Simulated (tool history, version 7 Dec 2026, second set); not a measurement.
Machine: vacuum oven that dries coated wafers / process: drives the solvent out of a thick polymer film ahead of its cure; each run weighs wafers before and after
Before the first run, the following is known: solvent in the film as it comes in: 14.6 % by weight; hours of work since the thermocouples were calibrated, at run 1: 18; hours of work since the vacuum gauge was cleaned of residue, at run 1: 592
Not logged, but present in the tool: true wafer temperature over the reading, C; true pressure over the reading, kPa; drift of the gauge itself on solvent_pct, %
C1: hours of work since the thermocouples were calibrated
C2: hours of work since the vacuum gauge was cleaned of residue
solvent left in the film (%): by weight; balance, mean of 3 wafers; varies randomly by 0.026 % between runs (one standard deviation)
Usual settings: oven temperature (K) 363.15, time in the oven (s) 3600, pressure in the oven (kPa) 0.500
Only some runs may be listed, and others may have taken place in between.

Run 1, hour 0.0: usual settings; C1 18; C2 592. Result: solvent left in the film (%) 1.05.
Run 2, hour 38.0: usual settings; C1 43; C2 616. Result: solvent left in the film (%) 1.10.
Run 3, hour 59.0: usual settings but time in the oven (s) 2040; C1 56; C2 630. Result: solvent left in the film (%) 2.77.
Run 4, hour 85.2: usual settings but time in the oven (s) 2040; C1 73; C2 646. Result: solvent left in the film (%) 2.78.
Run 5, hour 114.1: usual settings but time in the oven (s) 2040; C1 92; C2 665. Result: solvent left in the film (%) 2.76.
Run 6, hour 136.1: usual settings but time in the oven (s) 2040; C1 106; C2 679. Result: solvent left in the film (%) 2.75.
Run 7, hour 167.5: usual settings but time in the oven (s) 2040; C1 126; C2 700. Result: solvent left in the film (%) 2.72.
Run 8, hour 208.9: usual settings but time in the oven (s) 2040; C1 153; C2 726. Result: solvent left in the film (%) 2.75.
Run 9, hour 252.3: usual settings but time in the oven (s) 4140; C1 181; C2 754. Result: solvent left in the film (%) 0.85.
Run 10, hour 285.6: usual settings but time in the oven (s) 4140; C1 202; C2 776. Result: solvent left in the film (%) 0.82.
Run 11, hour 323.7: usual settings but time in the oven (s) 4140; C1 227; C2 800. Result: solvent left in the film (%) 0.87.
Run 12, hour 346.6: usual settings; C1 242; C2 815. Result: solvent left in the film (%) 1.08.
Run 13, hour 386.6: usual settings; C1 267; C2 841. Result: solvent left in the film (%) 1.10.
Run 14, hour 426.2: usual settings; C1 293; C2 866. Result: solvent left in the film (%) 1.15.
Run 15, hour 447.2: usual settings but oven temperature (K) 360.15; C1 306; C2 880. Result: solvent left in the film (%) 1.46.
Run 16, hour 468.0: usual settings but oven temperature (K) 369.15; C1 320; C2 893. Result: solvent left in the film (%) 0.64.
Run 17, hour 492.9: usual settings but oven temperature (K) 369.15; C1 336; C2 909. Result: solvent left in the film (%) 0.69.
Run 18, hour 519.0: usual settings but oven temperature (K) 369.15; C1 353; C2 926. Result: solvent left in the film (%) 0.62.
Run 19, hour 558.6: usual settings but oven temperature (K) 369.15, pressure in the oven (kPa) 0.520; C1 378; C2 952. Result: solvent left in the film (%) 0.68.
Run 20, hour 593.2: usual settings but oven temperature (K) 350.15, time in the oven (s) 4200; C1 401; C2 974. Result: solvent left in the film (%) 2.42.
Run 21, hour 622.6: usual settings but oven temperature (K) 362.15, time in the oven (s) 1920, pressure in the oven (kPa) 1.381; C1 420; C2 993. Result: solvent left in the film (%) 3.59.
Run 22, hour 653.9: usual settings but oven temperature (K) 362.15, time in the oven (s) 1920, pressure in the oven (kPa) 1.381; C1 440; C2 1013. Result: solvent left in the film (%) 3.59.
Run 23, hour 689.0: usual settings but oven temperature (K) 362.15, time in the oven (s) 1920, pressure in the oven (kPa) 1.381; C1 462; C2 1036. Result: solvent left in the film (%) 3.56.
At hour 696.6: vacuum gauge cleaned of residue and calibrated.
Run 24, hour 734.0: usual settings but oven temperature (K) 355.15, time in the oven (s) 2460, pressure in the oven (kPa) 0.720; C1 490; C2 24. Result: solvent left in the film (%) 3.47.
Run 25, hour 774.5: usual settings but oven temperature (K) 355.15, time in the oven (s) 5280, pressure in the oven (kPa) 0.720; C1 516; C2 50. Result: solvent left in the film (%) 1.09.
Run 26, hour 813.1: usual settings but oven temperature (K) 377.15, time in the oven (s) 6300, pressure in the oven (kPa) 1.473; C1 541; C2 75. Result: solvent left in the film (%) 0.37.
Run 27, hour 834.5: usual settings but time in the oven (s) 3120, pressure in the oven (kPa) 0.583; C1 555; C2 89. Result: solvent left in the film (%) 1.34.
Run 28, hour 857.8: usual settings but time in the oven (s) 3120, pressure in the oven (kPa) 0.583; C1 570; C2 104. Result: solvent left in the film (%) 1.33.
Run 29, hour 893.9: usual settings but time in the oven (s) 3120, pressure in the oven (kPa) 0.583; C1 593; C2 127. Result: solvent left in the film (%) 1.42.
Run 30, hour 911.9: usual settings but oven temperature (K) 367.15, pressure in the oven (kPa) 0.255; C1 605; C2 139. Result: solvent left in the film (%) 0.65.
Run 31, hour 954.3: usual settings but oven temperature (K) 367.15, pressure in the oven (kPa) 0.255; C1 632; C2 166. Result: solvent left in the film (%) 0.63.
Run 32, hour 975.7: usual settings but oven temperature (K) 367.15, pressure in the oven (kPa) 0.255; C1 646; C2 180. Result: solvent left in the film (%) 0.66.
Run 33, hour 993.3: usual settings but oven temperature (K) 350.15, time in the oven (s) 2580, pressure in the oven (kPa) 0.379; C1 657; C2 191. Result: solvent left in the film (%) 4.05.
Run 34, hour 1032.0: usual settings but oven temperature (K) 355.15, time in the oven (s) 4920, pressure in the oven (kPa) 1.350; C1 682; C2 216. Result: solvent left in the film (%) 1.63.
Run 35, hour 1065.1: usual settings but oven temperature (K) 355.15, time in the oven (s) 4920, pressure in the oven (kPa) 1.350; C1 704; C2 237. Result: solvent left in the film (%) 1.65.
Run 36, hour 1106.7: usual settings but oven temperature (K) 355.15, time in the oven (s) 4920, pressure in the oven (kPa) 1.350; C1 731; C2 264. Result: solvent left in the film (%) 1.65.
Run 37, hour 1130.5: usual settings but oven temperature (K) 352.15; C1 746; C2 280. Result: solvent left in the film (%) 2.47.

Forecast each of these 3 alternatives for the next run:
Run A, hour 1167.8: usual settings but oven temperature (K) 352.15, pressure in the oven (kPa) 1.062; C1 770; C2 304. Result: solvent left in the film (%) ?.
Run B, hour 1167.8: usual settings but oven temperature (K) 352.15, time in the oven (s) 3300; C1 770; C2 304. Result: solvent left in the film (%) ?.
Run C, hour 1167.8: usual settings but oven temperature (K) 376.15, time in the oven (s) 5400; C1 770; C2 304. Result: solvent left in the film (%) ?.

run  solvent left in the film (%)
  A                          2.82
  B                          2.82
  C                          0.18
The same runs, with their run-to-run variation unchanged, on a tool lacking any hidden condition would have given:
run  solvent left in the film (%)
  A                          2.62
  B                          2.63
  C                          0.15
